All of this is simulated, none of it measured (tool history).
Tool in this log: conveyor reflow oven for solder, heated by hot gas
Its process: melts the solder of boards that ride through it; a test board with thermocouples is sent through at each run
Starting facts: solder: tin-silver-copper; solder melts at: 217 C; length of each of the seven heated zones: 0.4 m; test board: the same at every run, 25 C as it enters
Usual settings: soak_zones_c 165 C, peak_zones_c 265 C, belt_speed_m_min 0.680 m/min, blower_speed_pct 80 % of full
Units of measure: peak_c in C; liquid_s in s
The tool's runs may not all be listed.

{"run": 1, "day": 0.0, "soak_zones_c": 165, "peak_zones_c": 265, "belt_speed_m_min": 0.68, "blower_speed_pct": 80, "peak_c": 252.1, "liquid_s": 51.5}
{"run": 2, "day": 1.738, "soak_zones_c": 165, "peak_zones_c": 279, "belt_speed_m_min": 0.68, "blower_speed_pct": 80, "peak_c": 264.9, "liquid_s": 58.1}
{"run": 3, "day": 3.233, "soak_zones_c": 165, "peak_zones_c": 279, "belt_speed_m_min": 0.68, "blower_speed_pct": 80, "peak_c": 265.1, "liquid_s": 58.1}
{"run": 4, "day": 4.8, "soak_zones_c": 178, "peak_zones_c": 265, "belt_speed_m_min": 0.68, "blower_speed_pct": 80, "peak_c": 253.8, "liquid_s": 56.3}
{"day": 7.421, "done": "flux residue cleaned out of gas plates and filters"}
{"run": 5, "day": 7.525, "soak_zones_c": 165, "peak_zones_c": 265, "belt_speed_m_min": 0.68, "blower_speed_pct": 73, "peak_c": 252.0, "liquid_s": 51.2}
{"run": 6, "day": 8.671, "soak_zones_c": 165, "peak_zones_c": 265, "belt_speed_m_min": 0.68, "blower_speed_pct": 73, "peak_c": 252.1, "liquid_s": 51.1}
{"run": 7, "day": 9.908, "soak_zones_c": 165, "peak_zones_c": 265, "belt_speed_m_min": 0.68, "blower_speed_pct": 73, "peak_c": 252.2, "liquid_s": 51.0}
{"run": 8, "day": 12.396, "soak_zones_c": 165, "peak_zones_c": 265, "belt_speed_m_min": 0.68, "blower_speed_pct": 73, "peak_c": 251.4, "liquid_s": 50.8}
{"run": 9, "day": 13.767, "soak_zones_c": 165, "peak_zones_c": 265, "belt_speed_m_min": 0.68, "blower_speed_pct": 73, "peak_c": 251.3, "liquid_s": 50.9}
{"run": 10, "day": 15.771, "soak_zones_c": 165, "peak_zones_c": 265, "belt_speed_m_min": 0.68, "blower_speed_pct": 73, "peak_c": 251.6, "liquid_s": 50.8}
{"run": 11, "day": 18.342, "soak_zones_c": 165, "peak_zones_c": 265, "belt_speed_m_min": 0.68, "blower_speed_pct": 73, "peak_c": 251.4, "liquid_s": 50.5}
{"run": 12, "day": 20.104, "soak_zones_c": 165, "peak_zones_c": 265, "belt_speed_m_min": 0.68, "blower_speed_pct": 80, "peak_c": 251.8, "liquid_s": 51.5}
{"run": 13, "day": 22.129, "soak_zones_c": 165, "peak_zones_c": 265, "belt_speed_m_min": 0.68, "blower_speed_pct": 62, "peak_c": 249.2, "liquid_s": 48.6}
{"run": 14, "day": 24.292, "soak_zones_c": 165, "peak_zones_c": 259, "belt_speed_m_min": 0.68, "blower_speed_pct": 80, "peak_c": 246.2, "liquid_s": 47.7}
{"run": 15, "day": 26.417, "soak_zones_c": 165, "peak_zones_c": 259, "belt_speed_m_min": 0.68, "blower_speed_pct": 80, "peak_c": 245.9, "liquid_s": 47.5}
{"run": 16, "day": 28.133, "soak_zones_c": 165, "peak_zones_c": 259, "belt_speed_m_min": 0.68, "blower_speed_pct": 80, "peak_c": 245.8, "liquid_s": 47.4}
{"run": 17, "day": 29.712, "soak_zones_c": 165, "peak_zones_c": 265, "belt_speed_m_min": 0.61, "blower_speed_pct": 76, "peak_c": 253.5, "liquid_s": 59.5}
{"run": 18, "day": 31.138, "soak_zones_c": 161, "peak_zones_c": 275, "belt_speed_m_min": 0.74, "blower_speed_pct": 73, "peak_c": 255.7, "liquid_s": 47.6}
{"run": 19, "day": 32.688, "soak_zones_c": 179, "peak_zones_c": 263, "belt_speed_m_min": 0.74, "blower_speed_pct": 73, "peak_c": 248.2, "liquid_s": 48.4}
{"run": 20, "day": 35.292, "soak_zones_c": 153, "peak_zones_c": 263, "belt_speed_m_min": 0.648, "blower_speed_pct": 73, "peak_c": 247.8, "liquid_s": 47.9}
{"run": 21, "day": 37.321, "soak_zones_c": 177, "peak_zones_c": 265, "belt_speed_m_min": 0.774, "blower_speed_pct": 73, "peak_c": 248.0, "liquid_s": 44.9}
{"day": 37.958, "done": "flux residue cleaned out of gas plates and filters"}
{"run": 22, "day": 40.129, "soak_zones_c": 158, "peak_zones_c": 272, "belt_speed_m_min": 0.595, "blower_speed_pct": 58, "peak_c": 258.2, "liquid_s": 61.2}
{"run": 23, "day": 41.204, "soak_zones_c": 158, "peak_zones_c": 272, "belt_speed_m_min": 0.595, "blower_speed_pct": 58, "peak_c": 257.6, "liquid_s": 61.3}
{"run": 24, "day": 43.8, "soak_zones_c": 152, "peak_zones_c": 265, "belt_speed_m_min": 0.797, "blower_speed_pct": 80, "peak_c": 244.7, "liquid_s": 35.4}
{"run": 25, "day": 45.358, "soak_zones_c": 158, "peak_zones_c": 266, "belt_speed_m_min": 0.68, "blower_speed_pct": 80, "peak_c": 251.6, "liquid_s": 49.9}
{"run": 26, "day": 47.058, "soak_zones_c": 158, "peak_zones_c": 280, "belt_speed_m_min": 0.68, "blower_speed_pct": 77, "peak_c": 263.5, "liquid_s": 56.6}

What will run 27 give?
{"run": 27, "day": 48.471, "soak_zones_c": 161, "peak_zones_c": 271, "belt_speed_m_min": 0.68, "blower_speed_pct": 77, "peak_c": "?", "liquid_s": "?"}

{"run 27": {"peak_c": 255.5, "liquid_s": 53.1}}
The same run, on a tool lacking any hidden state, would have yielded peak_c 257.6 C, liquid_s 53.6 s.
